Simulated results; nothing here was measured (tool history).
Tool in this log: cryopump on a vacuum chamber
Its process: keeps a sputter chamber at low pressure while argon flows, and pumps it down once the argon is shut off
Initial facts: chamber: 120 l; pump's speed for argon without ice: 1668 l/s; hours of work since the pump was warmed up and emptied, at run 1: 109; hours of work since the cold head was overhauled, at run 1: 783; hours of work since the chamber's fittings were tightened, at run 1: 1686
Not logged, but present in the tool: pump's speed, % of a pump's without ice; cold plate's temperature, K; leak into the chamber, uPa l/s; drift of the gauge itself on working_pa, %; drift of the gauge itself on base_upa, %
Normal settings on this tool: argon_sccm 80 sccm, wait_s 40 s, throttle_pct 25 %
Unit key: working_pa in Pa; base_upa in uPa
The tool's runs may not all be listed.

run    hour  argon_sccm  wait_s  throttle_pct  hours of work since the pump was warmed up and emptied  hours of work since the cold head was overhauled  hours of work since the chamber's fittings were tightened  working_pa  base_upa
  1       0          80      40            25                                                     109                                               783                                                       1686      0.3347      1.98
  2    24.3         128      40            25                                                     125                                               799                                                       1702      0.5365      2.05
  3      46          80      49            25                                                     139                                               814                                                       1716       0.339      2.03
  4    86.9          80      40            39                                                     166                                               841                                                       1743      0.2222      2.16
  5   126.6         114      40            25                                                     192                                               867                                                       1769      0.4912      2.24
  6   150.5          80      40            25                                                     208                                               882                                                       1785      0.3462       2.3
  7   175.6          80      40            25                                                     225                                               899                                                       1802      0.3486      2.33
  8   201.6          80      40            25                                                     242                                               916                                                       1819      0.3501      2.32
  9   223.8          80      40            25                                                     256                                               930                                                       1833      0.3521      2.39
 10     258          80      40            25                                                     279                                               953                                                       1856      0.3591      2.53
 11   275.2          80      40            25                                                     290                                               964                                                       1867      0.3591      2.56
 12   306.3          80      40            25                                                     310                                               985                                                       1887      0.3592      2.66
      334.5  -- pump warmed up, emptied and cooled again
 13     343          80      40            25                                                       6                                              1005                                                       1908       0.326      2.11
 14   384.1          80      40            25                                                      33                                              1032                                                       1935      0.3256      2.15
 15   414.7          80      40            25                                                      53                                              1052                                                       1955      0.3279      2.13
 16   449.2          87      40            25                                                      75                                              1075                                                       1978      0.3634      2.13
 17   488.8          87      40            25                                                     101                                              1101                                                       2004      0.3643      2.29
 18   529.8          87      40            25                                                     128                                              1128                                                       2031      0.3674      2.31
 19   559.8         113      37            43                                                     148                                              1148                                                       2051      0.2866      2.43
 20   601.1          66      37            22                                                     175                                              1175                                                       2078      0.3192      2.52
 21   623.2          80      30            25                                                     190                                              1189                                                       2092      0.3461      2.72
 22   654.5          33      25            22                                                     210                                              1210                                                       2113       0.161      2.96
 23   673.9          71      43            47                                                     223                                              1223                                                       2126      0.1751      2.58
 24   714.4          71      43            47                                                     250                                              1249                                                       2152       0.178      2.69
 25   754.8          80     154            25                                                     276                                              1276                                                       2179      0.3549       2.4
 26   785.5          80     154            25                                                     296                                              1296                                                       2199      0.3605      2.49
 27   821.5          40     144            20                                                     320                                              1320                                                       2223       0.222      2.54
      835.3  -- pump warmed up, emptied and cooled again
 28   863.2          40     144            20                                                      18                                              1344                                                       2247      0.2026      1.91
 29   887.7         114     165            29                                                      34                                              1360                                                       2263       0.404       1.9
 30   917.8         114     165            29                                                      54                                              1380                                                       2282      0.4048       1.9
 31   946.2          35      25            25                                                      73                                              1398                                                       2301      0.1428      2.74
 32   980.2          63      27            17                                                      95                                              1421                                                       2323      0.3825       2.7
 33  1011.9          63      27            17                                                     116                                              1441                                                       2344      0.3843      2.76

3 options for the next run, each taken on its own from the tool as it stands now. Forecast them:
  A  1052.4          87      27            27                                                     143                                              1468                                                       2371           ?         ?
  B  1052.4          80      40            37                                                     143                                              1468                                                       2371           ?         ?
  C  1052.4          68      87            26                                                     143                                              1468                                                       2371           ?         ?

run  working_pa  base_upa
  A      0.3418      2.81
  B      0.2333      2.57
  C      0.2755       2.3
Without the tool's hidden state the same runs would have given:
run  working_pa  base_upa
  A      0.3262         1
  B      0.2189      0.74
  C      0.2634      0.49
